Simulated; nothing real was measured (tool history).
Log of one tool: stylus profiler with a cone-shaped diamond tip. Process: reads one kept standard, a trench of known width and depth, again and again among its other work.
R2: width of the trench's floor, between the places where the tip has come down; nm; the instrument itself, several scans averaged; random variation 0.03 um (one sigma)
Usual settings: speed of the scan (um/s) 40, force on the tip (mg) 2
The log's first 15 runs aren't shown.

run 16 hour=215.7 | speed_of_the_scan_(um/s)=40 force_on_the_tip_(mg)=5.03 | depth_of_the_trench_(nm)=203.57 R2=47910
run 17 hour=228.9 | speed_of_the_scan_(um/s)=40 force_on_the_tip_(mg)=5.03 | depth_of_the_trench_(nm)=203.52 R2=47860
run 18 hour=243.2 | speed_of_the_scan_(um/s)=40 force_on_the_tip_(mg)=5.03 | depth_of_the_trench_(nm)=203.8 R2=47890
run 19 hour=254 | speed_of_the_scan_(um/s)=40 force_on_the_tip_(mg)=2 | depth_of_the_trench_(nm)=201.85 R2=47780
run 20 hour=271.1 | speed_of_the_scan_(um/s)=54 force_on_the_tip_(mg)=5.39 | depth_of_the_trench_(nm)=203.76 R2=47800
run 21 hour=284.2 | speed_of_the_scan_(um/s)=57 force_on_the_tip_(mg)=3.15 | depth_of_the_trench_(nm)=202.71 R2=47770
run 22 hour=298.7 | speed_of_the_scan_(um/s)=57 force_on_the_tip_(mg)=3.15 | depth_of_the_trench_(nm)=202.74 R2=47730
run 23 hour=308.3 | speed_of_the_scan_(um/s)=57 force_on_the_tip_(mg)=3.15 | depth_of_the_trench_(nm)=202.76 R2=47750
run 24 hour=323.7 | speed_of_the_scan_(um/s)=57 force_on_the_tip_(mg)=3.15 | depth_of_the_trench_(nm)=202.8 R2=47730
run 25 hour=342.9 | speed_of_the_scan_(um/s)=37 force_on_the_tip_(mg)=4.47 | depth_of_the_trench_(nm)=203.39 R2=47870
run 26 hour=355 | speed_of_the_scan_(um/s)=37 force_on_the_tip_(mg)=4.47 | depth_of_the_trench_(nm)=203.55 R2=47900
run 27 hour=368.6 | speed_of_the_scan_(um/s)=17 force_on_the_tip_(mg)=2.18 | depth_of_the_trench_(nm)=202.08 R2=47970
run 28 hour=381 | speed_of_the_scan_(um/s)=17 force_on_the_tip_(mg)=2.18 | depth_of_the_trench_(nm)=202.25 R2=47960
run 29 hour=394.6 | speed_of_the_scan_(um/s)=95 force_on_the_tip_(mg)=4.74 | depth_of_the_trench_(nm)=203.58 R2=47650
run 30 hour=407 | speed_of_the_scan_(um/s)=67 force_on_the_tip_(mg)=3.72 | depth_of_the_trench_(nm)=203.09 R2=47730
run 31 hour=423.6 | speed_of_the_scan_(um/s)=40 force_on_the_tip_(mg)=3.3 | depth_of_the_trench_(nm)=202.85 R2=47890
run 32 hour=442 | speed_of_the_scan_(um/s)=79 force_on_the_tip_(mg)=1.98 | depth_of_the_trench_(nm)=202.14 R2=47600
run 33 hour=453 | speed_of_the_scan_(um/s)=40 force_on_the_tip_(mg)=1.4 | depth_of_the_trench_(nm)=201.6 R2=47730
run 34 hour=462.4 | speed_of_the_scan_(um/s)=24 force_on_the_tip_(mg)=1.14 | depth_of_the_trench_(nm)=201.65 R2=47890
run 35 hour=478.3 | speed_of_the_scan_(um/s)=40 force_on_the_tip_(mg)=2.35 | depth_of_the_trench_(nm)=202.26 R2=47810
run 36 hour=493.3 | speed_of_the_scan_(um/s)=71 force_on_the_tip_(mg)=3.08 | depth_of_the_trench_(nm)=202.64 R2=47660
run 37 hour=510.6 | speed_of_the_scan_(um/s)=40 force_on_the_tip_(mg)=0.73 | depth_of_the_trench_(nm)=201.05 R2=47600

Forecast each of these 5 alternatives for the next run:
run A hour=520.6 | speed_of_the_scan_(um/s)=142 force_on_the_tip_(mg)=2.5 | depth_of_the_trench_(nm)=? R2=?
run B hour=520.6 | speed_of_the_scan_(um/s)=42 force_on_the_tip_(mg)=5.82 | depth_of_the_trench_(nm)=? R2=?
run C hour=520.6 | speed_of_the_scan_(um/s)=72 force_on_the_tip_(mg)=0.73 | depth_of_the_trench_(nm)=? R2=?
run D hour=520.6 | speed_of_the_scan_(um/s)=56 force_on_the_tip_(mg)=5.9 | depth_of_the_trench_(nm)=? R2=?
run E hour=520.6 | speed_of_the_scan_(um/s)=58 force_on_the_tip_(mg)=0.73 | depth_of_the_trench_(nm)=? R2=?

run=A depth_of_the_trench_(nm)=202.5 R2=47280
run=B depth_of_the_trench_(nm)=204.15 R2=47850
run=C depth_of_the_trench_(nm)=200.99 R2=47300
run=D depth_of_the_trench_(nm)=204.35 R2=47820
run=E depth_of_the_trench_(nm)=201.04 R2=47450
Without the tool's hidden state the same runs would have given:
run=A depth_of_the_trench_(nm)=202.51 R2=47280
run=B depth_of_the_trench_(nm)=204.15 R2=47850
run=C depth_of_the_trench_(nm)=200.99 R2=47310
run=D depth_of_the_trench_(nm)=204.35 R2=47820
run=E depth_of_the_trench_(nm)=201.05 R2=47460
